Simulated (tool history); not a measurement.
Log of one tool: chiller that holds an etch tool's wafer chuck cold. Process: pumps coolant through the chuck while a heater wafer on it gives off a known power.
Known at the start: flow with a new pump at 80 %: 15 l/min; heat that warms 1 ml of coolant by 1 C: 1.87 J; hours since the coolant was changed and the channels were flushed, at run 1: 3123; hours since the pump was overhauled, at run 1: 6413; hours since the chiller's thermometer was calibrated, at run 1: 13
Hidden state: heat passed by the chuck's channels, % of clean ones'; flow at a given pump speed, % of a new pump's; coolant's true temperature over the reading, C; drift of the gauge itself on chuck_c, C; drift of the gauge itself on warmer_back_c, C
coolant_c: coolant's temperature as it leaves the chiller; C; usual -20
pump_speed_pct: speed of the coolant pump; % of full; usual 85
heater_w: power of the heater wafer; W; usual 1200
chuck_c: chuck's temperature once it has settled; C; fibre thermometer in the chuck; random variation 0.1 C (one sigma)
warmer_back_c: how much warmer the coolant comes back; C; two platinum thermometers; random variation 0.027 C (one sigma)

run      day  coolant_c  pump_speed_pct  heater_w  hours since the coolant was changed and the channels were flushed  hours since the pump was overhauled  hours since the chiller's thermometer was calibrated  chuck_c  warmer_back_c
  1        0        -20              85      1200                                                               3123                                 6413                                                    13    -11.6           2.38
  2    7.912        -20              85      1200                                                               3313                                 6602                                                   203    -11.6           2.42
  3   13.458        -20              85      1200                                                               3446                                 6736                                                   336    -11.7           2.41
  4   20.854        -20              85      1200                                                               3624                                 6913                                                   513    -11.5           2.43
  5   29.717        -20              85      1200                                                               3836                                 7126                                                   726    -11.6           2.42
  6    34.65        -22              85      1200                                                               3955                                 7244                                                   844    -13.7           2.49
  7   42.629        -22              85      1200                                                               4146                                 7436                                                  1036    -13.5           2.46
  8   49.808        -20              85      1200                                                               4318                                 7608                                                  1208    -11.7           2.45
  9   58.225        -20              85      1535                                                               4520                                 7810                                                  1410     -9.4           3.19
 10   66.446        -20              85      1200                                                               4718                                 8007                                                  1607    -11.7           2.48
      68.296  -- coolant pump overhauled
 11     74.6        -20              85      1200                                                               4908                                  151                                                  1798    -11.6           2.47
 12   83.562        -20              85      1200                                                               5123                                  366                                                  2013    -11.6           2.51
 13   88.062        -20              85      1200                                                               5232                                  474                                                  2121    -11.5            2.5
 14   93.671        -20              85      1200                                                               5366                                  609                                                  2256    -11.7           2.46
 15   98.904        -26              85      1200                                                               5492                                  735                                                  2381    -17.9           2.49
     105.696  -- coolant changed, channels flushed
 16  107.867        -20              85      1200                                                                 52                                  944                                                  2591    -11.5            2.5
 17  113.362        -18              99      1200                                                                184                                 1076                                                  2722    -10.5           2.21
 18  118.967        -18              99      1200                                                                318                                 1210                                                  2857    -10.6           2.15
 19    124.5        -11              73       633                                                                451                                 1343                                                  2990     -6.2            1.6
 20  133.042        -11              73       633                                                                656                                 1548                                                  3195     -6.3           1.68
 21      140        -13              85       878                                                                823                                 1715                                                  3362       -7           1.92

Forecast run 22:
 22  144.571        -13              85       878                                                                933                                 1825                                                  3471        ?              ?

Run 22 gave chuck_c -6.8 C, warmer_back_c 1.94 C.
Without the tool's hidden state the same run would have given chuck_c -6.8 C, warmer_back_c 1.78 C.
